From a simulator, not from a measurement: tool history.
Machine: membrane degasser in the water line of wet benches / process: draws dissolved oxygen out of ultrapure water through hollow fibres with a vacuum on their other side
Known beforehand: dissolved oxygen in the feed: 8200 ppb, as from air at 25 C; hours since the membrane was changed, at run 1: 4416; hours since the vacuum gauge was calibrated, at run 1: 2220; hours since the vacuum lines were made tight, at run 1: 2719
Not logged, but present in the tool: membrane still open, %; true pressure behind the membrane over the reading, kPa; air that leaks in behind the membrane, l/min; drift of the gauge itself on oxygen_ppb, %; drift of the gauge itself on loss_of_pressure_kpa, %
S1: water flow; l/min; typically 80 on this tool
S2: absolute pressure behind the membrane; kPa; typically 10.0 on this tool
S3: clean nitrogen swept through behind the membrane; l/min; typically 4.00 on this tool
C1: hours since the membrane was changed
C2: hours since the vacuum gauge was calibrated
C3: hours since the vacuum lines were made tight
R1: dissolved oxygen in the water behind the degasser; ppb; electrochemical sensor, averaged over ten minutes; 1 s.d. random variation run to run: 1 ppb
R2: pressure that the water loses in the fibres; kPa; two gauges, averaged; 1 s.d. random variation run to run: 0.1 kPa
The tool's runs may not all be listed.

run	hour	S1	S2	S3	C1	C2	C3	R1	R2
1	0.0	80	10.0	4.00	4416	2220	2719	325.8	29.51
2	237.3	80	10.0	4.00	4654	2457	2956	324.9	29.67
3	444.1	80	10.0	4.00	4861	2664	3163	328.3	29.56
4	606.8	80	10.0	4.00	5023	2827	3325	326.2	29.68
5	748.8	80	11.2	4.00	5165	2969	3467	378.1	29.60
6	945.4	80	11.2	3.01	5362	3166	3664	471.9	29.68
7	1188.1	80	10.0	4.19	5604	3408	3907	316.7	29.72
8	1454.2	80	9.2	4.19	5871	3674	4173	284.6	29.74
9	1714.3	80	10.0	4.00	6131	3934	4433	331.6	29.64
10	1875.3	80	10.0	4.00	6292	4095	4594	330.8	29.75
11	2081.4	80	10.0	4.00	6498	4302	4800	331.6	29.75
12	2273.1	80	10.0	4.00	6689	4493	4992	334.5	29.80
13	2506.6	80	10.0	4.00	6923	4727	5225	333.8	29.85
# hour 2530.0: seals of the vacuum lines changed
14	2714.3	80	10.0	4.00	7129	4933	184	330.6	29.77
15	2967.6	80	10.0	4.00	7382	5186	438	335.0	29.88
# hour 3182.3: vacuum gauge calibrated
16	3199.7	80	10.0	4.00	7614	17	669	324.0	29.80

The next listed run, before its measurement:
17	3450.5	80	23.6	7.69	7864	268	920	?	?

{"run 17": {"R1": 504.9, "R2": 30.09}}
The same run, on a tool lacking any hidden state, would have yielded R1 499.3 ppb, R2 28.97 kPa.
